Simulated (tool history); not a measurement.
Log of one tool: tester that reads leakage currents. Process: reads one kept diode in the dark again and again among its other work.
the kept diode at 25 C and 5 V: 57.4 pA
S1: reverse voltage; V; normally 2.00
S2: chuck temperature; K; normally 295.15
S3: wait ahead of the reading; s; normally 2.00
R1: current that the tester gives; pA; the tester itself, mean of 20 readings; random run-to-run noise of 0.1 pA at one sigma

run      day     S1      S2    S3      R1
  1    0.000   2.00  295.15  2.00   32.35
       8.179  -- probe card cleaned and baked
  2    8.708   2.00  295.15  2.00   33.16
  3   12.367   2.00  295.15  2.00   33.20
  4   20.017   2.00  295.15  2.00   32.96
  5   24.179   2.00  325.15  2.00  308.13
  6   29.062   2.00  295.15  2.00   32.89
      32.983  -- probe card cleaned and baked, once more
  7   34.875   2.00  295.15  2.00   29.36
  8   43.062   2.00  295.15  2.00   29.32
  9   47.404   2.00  295.15  2.00   29.24
 10   51.129   2.00  295.15  2.00   28.99
 11   59.475   2.00  295.15  2.00   28.98
 12   62.992   2.00  295.15  2.00   28.93
 13   69.833   8.30  295.15  2.00   53.03
 14   76.529   2.00  295.15  2.00   28.64
 15   81.758   2.00  295.15  2.00   28.44
 16   89.992   2.00  295.15  2.00   28.41
 17   96.788   2.00  295.15  2.00   28.28
 18  101.612   2.05  295.15  2.00   28.59
 19  106.900   2.05  295.15  2.00   28.38
 20  110.942   2.00  295.15  2.00   28.03
 21  114.608   2.00  295.15  2.00   27.93
 22  120.050   2.00  295.15  2.00   27.67
 23  124.850  15.31  325.15  2.00  662.69
 24  129.700   5.22  329.15  2.00  554.56
 25  135.771   2.00  297.15  0.97   32.60
     144.062  -- chuck's temperature calibrated
 26  144.467   2.00  297.15  0.97   36.83
 27  149.275   1.18  295.15  1.91   24.70
 28  156.079   2.00  331.15  1.12  461.48

Run 29 is up next; what results do you expect?
 29  162.317  3.45  307.15  1.39   ?

{"run 29": {"R1": 101.16}}
Without the tool's hidden state the same run would have given R1 101.98 pA.
